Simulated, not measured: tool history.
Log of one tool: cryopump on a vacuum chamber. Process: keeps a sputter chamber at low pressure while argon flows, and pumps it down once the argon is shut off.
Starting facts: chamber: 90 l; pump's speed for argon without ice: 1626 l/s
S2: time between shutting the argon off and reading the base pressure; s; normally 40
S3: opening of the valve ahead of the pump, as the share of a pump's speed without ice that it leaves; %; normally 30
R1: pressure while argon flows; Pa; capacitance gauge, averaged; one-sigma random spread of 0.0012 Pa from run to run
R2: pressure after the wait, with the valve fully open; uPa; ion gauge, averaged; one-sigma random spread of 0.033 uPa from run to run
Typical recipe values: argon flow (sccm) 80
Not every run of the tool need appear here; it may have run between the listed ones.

run 1 day=0 | argon_flow_(sccm)=80 S2=40 S3=30 | R1=0.3155 R2=4.84
run 2 day=0.646 | argon_flow_(sccm)=80 S2=40 S3=30 | R1=0.3166 R2=4.88
run 3 day=1.562 | argon_flow_(sccm)=80 S2=21 S3=30 | R1=0.2767 R2=5.4
run 4 day=2.4 | argon_flow_(sccm)=80 S2=21 S3=30 | R1=0.2787 R2=5.42
run 5 day=2.971 | argon_flow_(sccm)=125 S2=21 S3=30 | R1=0.4352 R2=5.38
run 6 day=3.583 | argon_flow_(sccm)=112 S2=40 S3=30 | R1=0.3895 R2=4.07
run 7 day=4.517 | argon_flow_(sccm)=58 S2=40 S3=30 | R1=0.2026 R2=4
run 8 day=5.212 | argon_flow_(sccm)=80 S2=40 S3=17 | R1=0.4948 R2=1.88
run 9 day=5.725 | argon_flow_(sccm)=80 S2=40 S3=17 | R1=0.4922 R2=1.82
run 10 day=6.196 | argon_flow_(sccm)=80 S2=40 S3=17 | R1=0.496 R2=1.85
run 11 day=6.908 | argon_flow_(sccm)=80 S2=63 S3=17 | R1=0.4935 R2=1.28
run 12 day=7.583 | argon_flow_(sccm)=80 S2=63 S3=17 | R1=0.4966 R2=1.26
run 13 day=8.188 | argon_flow_(sccm)=80 S2=63 S3=17 | R1=0.4969 R2=1.32
run 14 day=8.792 | argon_flow_(sccm)=80 S2=63 S3=17 | R1=0.4991 R2=1.35
run 15 day=9.183 | argon_flow_(sccm)=80 S2=40 S3=28 | R1=0.304 R2=1.98
run 16 day=9.846 | argon_flow_(sccm)=80 S2=40 S3=28 | R1=0.3076 R2=1.89
run 17 day=10.358 | argon_flow_(sccm)=80 S2=89 S3=30 | R1=0.2839 R2=1.05
run 18 day=11.288 | argon_flow_(sccm)=154 S2=40 S3=31 | R1=0.5303 R2=1.95
run 19 day=11.846 | argon_flow_(sccm)=154 S2=40 S3=31 | R1=0.531 R2=1.94
run 20 day=12.4 | argon_flow_(sccm)=58 S2=192 S3=17 | R1=0.3625 R2=0.74
run 21 day=13.258 | argon_flow_(sccm)=58 S2=192 S3=17 | R1=0.3596 R2=0.78
run 22 day=13.867 | argon_flow_(sccm)=36 S2=86 S3=17 | R1=0.2234 R2=1.13
run 23 day=14.621 | argon_flow_(sccm)=35 S2=43 S3=17 | R1=0.2188 R2=1.93
run 24 day=15.283 | argon_flow_(sccm)=35 S2=43 S3=17 | R1=0.2199 R2=1.97
run 25 day=15.867 | argon_flow_(sccm)=80 S2=159 S3=30 | R1=0.2913 R2=0.87
run 26 day=16.317 | argon_flow_(sccm)=68 S2=159 S3=36 | R1=0.2073 R2=0.89
run 27 day=17.229 | argon_flow_(sccm)=68 S2=159 S3=36 | R1=0.2069 R2=0.91
run 28 day=18.125 | argon_flow_(sccm)=39 S2=40 S3=21 | R1=0.1993 R2=2.19
run 29 day=18.692 | argon_flow_(sccm)=77 S2=147 S3=20 | R1=0.4143 R2=0.97
run 30 day=19.358 | argon_flow_(sccm)=36 S2=43 S3=39 | R1=0.103 R2=2.02
run 31 day=19.808 | argon_flow_(sccm)=45 S2=43 S3=35 | R1=0.141 R2=2.08
run 32 day=20.504 | argon_flow_(sccm)=45 S2=43 S3=35 | R1=0.1427 R2=2.05
run 33 day=21.192 | argon_flow_(sccm)=80 S2=39 S3=18 | R1=0.4795 R2=2.32

Not shown: 2 entries that the log had between the listed runs. Between which runs, and how does the tool's hidden state differ before and after?
Logged between run 2 and run 3: pump warmed up, emptied and cooled again (day 1.35)
  pump's speed, % of a pump's without ice: 69.4 -> 99.6; cold plate's temperature, K: 12.47 -> 12.48; leak into the chamber, uPa l/s: 3677 -> 3695
  measured less the result without the state, R1: +0.0379 -> +0.0012 Pa; R2: +3.09 -> +2.14 uPa
Logged between run 7 and run 8: leaking fittings of the chamber tightened, without venting (day 5.012)
  pump's speed, % of a pump's without ice: 97.2 -> 96.7; leak into the chamber, uPa l/s: 3765 -> 401
  measured less the result without the state, R1: +0.0023 -> +0.0037 Pa; R2: +2.22 -> +0.08 uPa

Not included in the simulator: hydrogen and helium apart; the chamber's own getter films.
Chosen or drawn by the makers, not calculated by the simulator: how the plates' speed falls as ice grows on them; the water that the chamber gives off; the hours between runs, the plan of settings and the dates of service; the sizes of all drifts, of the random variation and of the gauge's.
